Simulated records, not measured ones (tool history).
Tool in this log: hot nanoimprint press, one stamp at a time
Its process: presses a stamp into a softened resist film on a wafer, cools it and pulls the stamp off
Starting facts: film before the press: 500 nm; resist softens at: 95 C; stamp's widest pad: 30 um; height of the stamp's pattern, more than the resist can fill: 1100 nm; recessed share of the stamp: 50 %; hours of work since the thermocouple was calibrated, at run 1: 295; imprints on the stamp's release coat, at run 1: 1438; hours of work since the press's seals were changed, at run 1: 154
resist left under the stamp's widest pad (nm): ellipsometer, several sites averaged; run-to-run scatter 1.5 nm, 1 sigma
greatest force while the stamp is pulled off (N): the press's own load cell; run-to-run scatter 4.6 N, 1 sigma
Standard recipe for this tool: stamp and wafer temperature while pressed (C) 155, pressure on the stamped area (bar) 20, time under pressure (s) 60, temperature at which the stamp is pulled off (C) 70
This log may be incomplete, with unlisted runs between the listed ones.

run,hour,stamp and wafer temperature while pressed (C),pressure on the stamped area (bar),time under pressure (s),temperature at which the stamp is pulled off (C),hours of work since the thermocouple was calibrated,imprints on the stamp's release coat,hours of work since the press's seals were changed,resist left under the stamp's widest pad (nm),greatest force while the stamp is pulled off (N)
1,0,155,20,60,70,295,1438,154,229.5,235
2,44.9,155,20,60,70,330,1701,189,230.9,235
# hour 70.9: plate thermocouple calibrated
# hour 94.3: stamp cleaned and given a new release coat
3,115.8,155,20,60,70,30,125,237,229.5,230
4,174.3,155,20,60,70,76,468,283,229.1,227
5,239.9,155,20,60,70,128,853,335,231.2,231
6,310.4,155,20,60,70,183,1266,390,230.6,244
7,401.9,155,20,60,70,255,1802,462,232.1,229
# hour 425.9: stamp cleaned and given a new release coat
8,455.1,155,20,60,70,292,171,498,232.1,241
# hour 531.4: plate thermocouple calibrated
9,538.2,155,20,60,70,5,640,561,230.3,234
10,616.5,155,20,111,70,67,1099,623,179.9,231
11,687.2,155,20,111,70,122,1514,678,179.2,241
# hour 766.2: stamp cleaned and given a new release coat
12,774.2,155,20,60,73,186,46,742,231.6,218
13,857.6,155,20,60,73,251,535,807,229.4,219
14,936,155,20,60,73,312,995,868,228.6,217
# hour 988.4: plate thermocouple calibrated
# hour 1014.6: press's hydraulic seals changed and the load cell set to zero
15,1039.6,155,12.2,60,70,34,1537,20,285,239
16,1099.1,165,14.6,60,70,80,1886,66,160.4,235
# hour 1110: stamp cleaned and given a new release coat
17,1202.5,165,14.6,60,70,157,543,143,159.7,239
18,1278.3,158,17.9,35,72,216,987,202,254.1,226
19,1319.7,164,19.5,35,72,249,1230,234,179,226
20,1371.7,155,14.2,53,72,289,1534,275,276.8,222
# hour 1443.8: stamp cleaned and given a new release coat
# hour 1453.9: plate thermocouple calibrated
21,1463.6,152,19,37,67,8,98,340,318.5,249
22,1522.9,152,22,30,67,54,445,387,319,251
23,1599.5,152,25.3,30,60,114,894,447,303.5,280
24,1670.2,152,25.3,30,60,170,1309,502,304.2,299
25,1732,152,25.3,30,60,218,1671,551,306.4,291
# hour 1780.7: stamp cleaned and given a new release coat
26,1813.3,152,26.3,89,61,277,191,610,206.6,291
27,1867.6,163,26.3,79,58,320,509,652,114.3,318
# hour 1904.8: plate thermocouple calibrated
28,1935,165,22.5,74,70,24,886,703,115.2,234
29,1994,165,22.5,105,65,70,1232,749,100.2,261

Consider 3 possible next runs. They are alternatives, not a sequence: every one starts from the tool as it was left by run 29. What does each give?
A,2043.3,156,17.4,105,76,109,1521,787,?,?
B,2043.3,155,20,60,69,109,1521,787,?,?
C,2043.3,155,20,60,70,109,1521,787,?,?

run,resist left under the stamp's widest pad (nm),greatest force while the stamp is pulled off (N)
A,189.5,209
B,231.1,242
C,229.4,236
Take away the tool's hidden state, keep each run's random variation, and the runs would have read:
run,resist left under the stamp's widest pad (nm),greatest force while the stamp is pulled off (N)
A,189.1,208
B,230.7,240
C,229,235

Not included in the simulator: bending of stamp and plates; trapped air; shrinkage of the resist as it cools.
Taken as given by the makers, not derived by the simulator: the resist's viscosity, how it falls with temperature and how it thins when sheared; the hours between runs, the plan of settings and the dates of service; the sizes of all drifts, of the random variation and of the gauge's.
